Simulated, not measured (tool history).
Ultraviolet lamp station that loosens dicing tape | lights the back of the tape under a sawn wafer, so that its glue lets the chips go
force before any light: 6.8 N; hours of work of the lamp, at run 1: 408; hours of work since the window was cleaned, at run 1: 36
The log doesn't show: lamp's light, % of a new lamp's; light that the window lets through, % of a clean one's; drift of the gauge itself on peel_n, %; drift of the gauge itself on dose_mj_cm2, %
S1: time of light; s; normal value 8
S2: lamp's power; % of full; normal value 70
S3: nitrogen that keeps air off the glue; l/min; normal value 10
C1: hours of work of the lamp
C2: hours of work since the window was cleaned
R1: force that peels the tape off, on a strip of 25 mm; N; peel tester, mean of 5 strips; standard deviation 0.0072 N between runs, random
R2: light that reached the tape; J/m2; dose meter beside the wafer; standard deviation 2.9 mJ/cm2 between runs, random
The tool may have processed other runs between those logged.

run,day,S1,S2,S3,C1,C2,R1,R2
1,0.000,8,70,10,408,36,0.371,3700
2,1.200,8,70,10,431,59,0.390,3630
3,2.271,8,70,10,451,80,0.404,3570
4,3.175,8,70,10,469,97,0.397,3580
5,3.846,8,70,10,481,110,0.402,3500
6,4.329,8,70,10,491,119,0.413,3520
7,5.454,8,70,10,512,141,0.422,3500
8,6.525,8,70,10,533,161,0.416,3420
9,7.179,8,70,10,545,173,0.457,3450
# day 7.258: window cleaned of glue's vapour
10,8.142,8,84,10,563,17,0.293,4040
11,8.788,8,88,10,576,29,0.253,4250
12,9.542,8,70,10,590,44,0.476,3340
13,10.712,8,70,10,612,66,0.476,3360
14,11.650,8,70,10,630,84,0.506,3270
15,12.417,8,70,10,645,99,0.508,3250
16,13.296,10,70,10,662,115,0.293,4020
# day 13.750: window cleaned of glue's vapour, once more
17,13.912,8,76,10,673,3,0.374,3640
18,14.479,8,70,9,684,14,0.504,3280
19,15.404,5,70,9,702,32,1.334,2020
20,16.575,8,70,9,724,54,0.532,3240
21,17.075,11,70,4,734,64,0.402,4460
# day 17.421: lamp changed
22,17.783,16,71,14,7,76,0.079,8380
23,18.450,5,97,4,20,89,0.669,3560
24,19.392,9,97,5,38,107,0.144,6350

What will run 25 give?
25,20.196,9,81,5,53,122,?,?

For run 25 the tool returned R1 0.238 N, R2 5220 J/m2.
On a tool with no hidden condition, and with the same random variation, this run would have come out at R1 0.210 N, R2 5500 J/m2.
